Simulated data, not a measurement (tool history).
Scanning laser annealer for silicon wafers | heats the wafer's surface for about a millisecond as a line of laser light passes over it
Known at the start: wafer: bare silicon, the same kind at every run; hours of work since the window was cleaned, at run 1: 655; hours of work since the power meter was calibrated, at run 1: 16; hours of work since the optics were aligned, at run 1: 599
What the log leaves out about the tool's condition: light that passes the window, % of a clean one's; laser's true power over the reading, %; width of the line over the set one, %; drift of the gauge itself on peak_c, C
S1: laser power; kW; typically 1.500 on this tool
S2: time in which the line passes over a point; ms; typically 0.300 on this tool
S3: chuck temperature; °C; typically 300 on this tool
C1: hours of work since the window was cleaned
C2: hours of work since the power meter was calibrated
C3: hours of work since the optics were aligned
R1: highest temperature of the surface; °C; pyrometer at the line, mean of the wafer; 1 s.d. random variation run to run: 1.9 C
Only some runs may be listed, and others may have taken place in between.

run,hour,S1,S2,S3,C1,C2,C3,R1
1,0.0,1.500,0.300,300,655,16,599,1095
2,9.5,1.500,0.300,300,661,22,606,1095
3,19.0,1.289,0.300,300,667,28,612,977
4,28.8,1.289,0.300,300,673,34,618,976
5,38.0,1.289,0.300,300,679,40,624,976
6,46.4,1.289,0.329,300,684,46,629,1013
7,55.9,1.500,0.300,300,690,52,635,1095
8,66.3,1.500,0.300,300,697,58,642,1096
9,73.3,1.500,0.300,261,702,63,646,1058
10,81.1,1.500,0.300,261,707,68,651,1054
11,87.2,1.500,0.300,300,710,72,655,1094
12,96.2,1.500,0.300,300,716,78,661,1089
13,105.2,1.500,0.300,300,722,83,667,1095
14,113.5,1.500,0.300,300,727,89,672,1092
15,123.4,1.500,0.300,300,734,95,679,1093
16,135.4,1.500,0.300,300,741,103,686,1091
17,141.6,1.500,0.300,300,745,107,690,1090
# hour 150.4: window over the wafer cleaned
18,155.6,1.500,0.300,300,3,114,698,1086
19,165.2,1.500,0.300,274,9,121,704,1054
20,175.9,1.500,0.300,274,16,127,711,1056
21,186.0,1.500,0.300,337,23,134,717,1117
22,192.7,1.500,0.300,337,27,138,722,1116
23,202.9,1.606,0.236,300,34,145,728,1030
24,211.9,1.606,0.236,300,39,150,734,1023
# hour 223.4: window over the wafer cleaned, once more
25,223.8,1.500,0.377,321,0,157,740,1258
26,235.0,1.500,0.224,300,7,164,748,989
27,245.3,1.500,0.274,271,14,171,754,1049
28,251.5,1.454,0.300,300,18,175,758,1095
29,257.6,1.409,0.300,281,22,178,762,1046
30,268.9,1.500,0.212,281,29,186,769,948
31,281.7,1.454,0.274,324,37,194,777,1071
32,290.5,1.454,0.274,324,43,200,783,1075
33,303.0,1.454,0.299,289,51,208,791,1077
34,312.4,1.454,0.299,289,57,214,797,1077
35,322.1,1.475,0.316,300,63,220,803,1127
36,333.2,1.500,0.344,300,70,227,811,1185
37,339.8,1.627,0.272,291,75,231,815,1130
38,346.4,1.443,0.278,300,79,235,819,1049
39,358.5,1.378,0.300,326,87,243,827,1070
40,371.3,1.378,0.300,326,95,251,835,1070
41,377.0,1.500,0.222,278,98,255,839,958
42,382.7,1.500,0.222,278,102,259,842,959

Table of differences, measured result less the result of that run with no hidden state. Run-to-run variation is the same in both. Gauge scatter possibly is not:
run,R1
1,-35
2,-36
3,-31
4,-31
5,-31
6,-33
7,-37
8,-38
9,-38
10,-38
11,-38
12,-38
13,-39
14,-40
15,-40
16,-40
17,-40
18,-50
19,-50
20,-51
21,-50
22,-51
23,-48
24,-48
25,-13
26,-10
27,-11
28,-12
29,-12
30,-10
31,-12
32,-12
33,-13
34,-14
35,-15
36,-16
37,-16
38,-14
39,-15
40,-16
41,-15
42,-15

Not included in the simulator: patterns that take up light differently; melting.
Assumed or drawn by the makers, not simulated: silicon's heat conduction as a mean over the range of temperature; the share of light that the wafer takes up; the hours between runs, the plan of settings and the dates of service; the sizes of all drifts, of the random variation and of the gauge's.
